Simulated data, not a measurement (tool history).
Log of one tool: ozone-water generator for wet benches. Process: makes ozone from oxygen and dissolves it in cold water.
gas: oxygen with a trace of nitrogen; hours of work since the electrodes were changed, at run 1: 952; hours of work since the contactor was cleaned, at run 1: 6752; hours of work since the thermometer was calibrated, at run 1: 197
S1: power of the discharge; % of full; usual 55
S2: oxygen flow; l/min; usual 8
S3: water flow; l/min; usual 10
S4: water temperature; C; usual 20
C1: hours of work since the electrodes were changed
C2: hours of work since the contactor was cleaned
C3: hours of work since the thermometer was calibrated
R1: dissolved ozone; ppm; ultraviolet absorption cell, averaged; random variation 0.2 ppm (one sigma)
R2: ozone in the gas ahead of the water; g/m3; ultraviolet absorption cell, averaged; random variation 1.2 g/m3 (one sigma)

run,hour,S1,S2,S3,S4,C1,C2,C3,R1,R2
1,0,55,8,10,20,952,6752,197,26.4,213.7
2,48.6,55,8,9,20,983,6783,229,28.9,214.8
3,119.6,55,8,9,20,1030,6830,275,28.7,212.7
4,153.2,55,8,9,20,1051,6851,297,29,214.6
5,184.9,55,9.2,10,20,1072,6872,317,25.7,198.6
6,252,55,9.2,10,20,1116,6916,361,25.5,198.1
7,320.5,55,9.2,10,20,1160,6960,405,25,196.6
8,388.7,55,8,10,20,1205,7005,450,26.5,213.3
9,426.4,55,8,10,20,1229,7029,474,26.5,214
10,479.9,50,7.87,9,13,1264,7064,509,31.2,199.2
# hour 487.2: contactor cleaned
11,550.9,50,12.44,9,13,1307,41,553,26.4,153.7
12,619.5,74,6.15,10,13,1352,86,597,40.3,311.7
13,669.7,74,5.51,10,24,1385,119,630,32.6,334.1
14,703.9,68,7.91,16,21,1407,141,652,20.3,255.1
15,751.1,52,8,8,16,1438,172,683,31.7,202.9
16,796.7,47,8,10,13,1467,201,712,26.2,187.6
17,864.6,47,8,10,13,1511,245,757,26.3,188.6

Forecast each of these 5 alternatives for the next run:
# hour 905.9: contactor cleaned, once more
A,934.7,57,5.46,10,13,1554,19,800,?,?
# hour 905.9: contactor cleaned, once more
B,934.7,56,8,10,23,1554,19,800,?,?
# hour 905.9: contactor cleaned, once more
C,934.7,47,8,15,13,1554,19,800,?,?
# hour 905.9: contactor cleaned, once more
D,934.7,47,8,13,13,1554,19,800,?,?
# hour 905.9: contactor cleaned, once more
E,934.7,85,8,10,18,1554,19,800,?,?

run,R1,R2
A,36.3,271.4
B,26.2,215
C,20.7,185.7
D,23.2,186
E,41.9,303.7
Without the tool's hidden state the same runs would have given:
run,R1,R2
A,37.4,278.9
B,27,220.9
C,21.2,189.9
D,23.8,190.2
E,43.6,315.5
